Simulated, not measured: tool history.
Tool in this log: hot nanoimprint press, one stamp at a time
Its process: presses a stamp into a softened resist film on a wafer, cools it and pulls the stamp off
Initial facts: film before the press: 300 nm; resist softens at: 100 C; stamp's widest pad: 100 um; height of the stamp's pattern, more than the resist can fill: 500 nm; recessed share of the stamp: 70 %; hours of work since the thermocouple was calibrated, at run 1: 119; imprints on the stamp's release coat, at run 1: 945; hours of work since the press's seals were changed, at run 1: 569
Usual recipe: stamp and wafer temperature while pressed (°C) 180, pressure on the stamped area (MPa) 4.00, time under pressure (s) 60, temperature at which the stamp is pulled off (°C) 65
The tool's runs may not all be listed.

run,day,stamp and wafer temperature while pressed (°C),pressure on the stamped area (MPa),time under pressure (s),temperature at which the stamp is pulled off (°C),hours of work since the thermocouple was calibrated,imprints on the stamp's release coat,hours of work since the press's seals were changed,resist left under the stamp's widest pad (angstrom),greatest force while the stamp is pulled off (N)
1,0.000,180,4.00,60,65,119,945,569,1243,267
# day 0.479: stamp cleaned and given a new release coat
2,1.825,180,4.00,60,65,147,192,597,1255,235
3,4.279,174,4.00,60,65,191,541,641,1667,252
4,6.929,174,4.00,60,65,239,917,688,1665,264
# day 7.471: stamp cleaned and given a new release coat
5,8.475,180,4.00,60,65,262,142,712,1230,231
6,10.754,180,4.00,60,65,303,466,752,1232,242
7,13.554,180,4.00,60,65,353,864,802,1223,263
# day 14.608: stamp cleaned and given a new release coat
8,16.033,180,4.73,60,65,393,203,842,1133,227
9,17.600,180,4.73,60,65,421,425,870,1120,243
10,19.321,180,5.64,60,65,452,670,901,1047,259
# day 20.129: plate thermocouple calibrated
11,21.288,180,4.00,59,65,21,931,934,1271,266
# day 21.721: stamp cleaned and given a new release coat
# day 22.283: press's hydraulic seals changed and the load cell set to zero
12,24.558,180,4.00,59,56,69,356,41,1243,253
13,27.225,180,4.00,59,56,117,735,88,1235,272
# day 29.129: stamp cleaned and given a new release coat
14,29.333,180,5.78,57,60,150,29,122,1075,241
15,31.396,169,3.51,32,55,187,322,159,2423,255
16,32.979,169,3.51,32,55,215,547,187,2402,262
17,35.696,178,2.81,106,53,264,933,236,1242,289
# day 36.121: stamp cleaned and given a new release coat
18,38.688,178,5.30,37,53,313,364,285,1442,258
19,40.462,180,3.71,31,65,345,616,317,1598,254
20,41.858,180,3.71,31,65,370,815,342,1590,266
# day 43.079: stamp cleaned and given a new release coat
21,44.858,179,4.74,33,57,419,254,391,1484,248
22,47.021,179,4.74,33,57,458,561,430,1476,265
# day 47.550: plate thermocouple calibrated
23,48.646,177,4.00,60,59,20,774,456,1450,273

Alternative continuations, all from the tool just after run 23; predict every row:
# day 50.200: stamp cleaned and given a new release coat
A,51.612,180,4.00,60,64,68,201,505,?,?
# day 50.200: stamp cleaned and given a new release coat
B,51.612,177,4.00,60,59,68,201,505,?,?
# day 50.200: stamp cleaned and given a new release coat
C,51.612,169,3.22,60,59,68,201,505,?,?
# day 50.200: stamp cleaned and given a new release coat
D,51.612,180,4.00,50,65,68,201,505,?,?

run,resist left under the stamp's widest pad (angstrom),greatest force while the stamp is pulled off (N)
A,1237,237
B,1442,242
C,2164,250
D,1335,241
Without the tool's hidden state the same runs would have given:
run,resist left under the stamp's widest pad (angstrom),greatest force while the stamp is pulled off (N)
A,1240,229
B,1445,233
C,2171,241
D,1338,233

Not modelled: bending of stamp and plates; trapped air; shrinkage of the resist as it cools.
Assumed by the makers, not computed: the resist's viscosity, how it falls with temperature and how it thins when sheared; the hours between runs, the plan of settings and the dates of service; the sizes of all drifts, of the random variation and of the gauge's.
